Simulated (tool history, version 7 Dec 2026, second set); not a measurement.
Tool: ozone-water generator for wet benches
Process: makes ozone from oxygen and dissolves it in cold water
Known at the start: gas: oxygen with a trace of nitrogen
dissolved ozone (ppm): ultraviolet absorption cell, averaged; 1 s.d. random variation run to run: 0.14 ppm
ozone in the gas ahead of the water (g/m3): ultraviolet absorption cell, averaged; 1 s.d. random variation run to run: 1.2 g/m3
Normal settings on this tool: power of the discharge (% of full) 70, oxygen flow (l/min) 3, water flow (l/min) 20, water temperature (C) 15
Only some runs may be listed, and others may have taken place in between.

run,hour,power of the discharge (% of full),oxygen flow (l/min),water flow (l/min),water temperature (C),dissolved ozone (ppm),ozone in the gas ahead of the water (g/m3)
1,0,70,3,20,15,16.3,226.9
2,139.2,70,3,20,15,16.6,227.2
3,305.7,70,3,20,15,16.2,226.1
4,479.2,70,3,20,15,16.5,226.7
5,691.3,70,5.23,20,15,16.7,161.4
6,898.2,70,3,20,15,16.5,225.8
7,1103,70,3,20,15,16.6,226.5
8,1316,70,3,20,15,16.3,225.3
9,1480.3,70,4.48,20,15,16.7,177.2
10,1641.5,70,4.48,20,15,17,176.2
# hour 1744.5: contactor cleaned
11,1801.5,70,3,20,15,16.5,225.5
12,1894.6,70,3,20,15,16.5,222.8
13,2046.1,70,3.4,20,15,16.3,207.7
14,2187.4,70,3.4,20,15,16.7,208.2
15,2311.9,70,3.4,20,15,16.2,208.3
16,2446.4,45,3,20,15,11.5,154.7
17,2553.1,45,3.61,20,11,11.9,138.2
18,2741.1,45,3.61,20,11,12,138.2
19,2871.4,45,3.61,20,11,11.8,137.2
20,3073,45,3.61,20,11,12.2,137.5
21,3216.3,59,3,20,10,15,194.9
22,3335.8,59,3,20,10,15,192
23,3552.2,63,3,20,19,14.3,201.5
# hour 3591: gauge calibrated
24,3657,91,3,14,11,29.9,281.6
25,3806.3,97,3,25,11,17.8,295.6
# hour 3939.7: water thermometer calibrated
26,3939.7,70,1.83,18,15,17.5,306.5
27,4078.6,70,3,18,18,17.6,225.3
28,4180.4,70,3.47,15,7,23.8,208.2
29,4332.4,52,3,20,15,12.9,177.8
30,4422.4,52,3,20,15,13.1,175.2
31,4602.6,85,3.23,13,15,28.2,253.9
32,4804.3,85,3.23,13,15,28.2,252.8

Predict each of these 3 candidate next runs independently; none follows another, all start after run 32:
A,4961.5,85,4.39,13,9,?,?
B,4961.5,58,5.01,13,12,?,?
C,4961.5,53,4.67,20,12,?,?

run,dissolved ozone (ppm),ozone in the gas ahead of the water (g/m3)
A,30.6,211.1
B,21.1,140.9
C,14.1,136.8
With the hidden condition removed and each run's random variation left untouched, the same runs would have given:
run,dissolved ozone (ppm),ozone in the gas ahead of the water (g/m3)
A,30.6,213.6
B,21.1,142.5
C,14.1,138.4
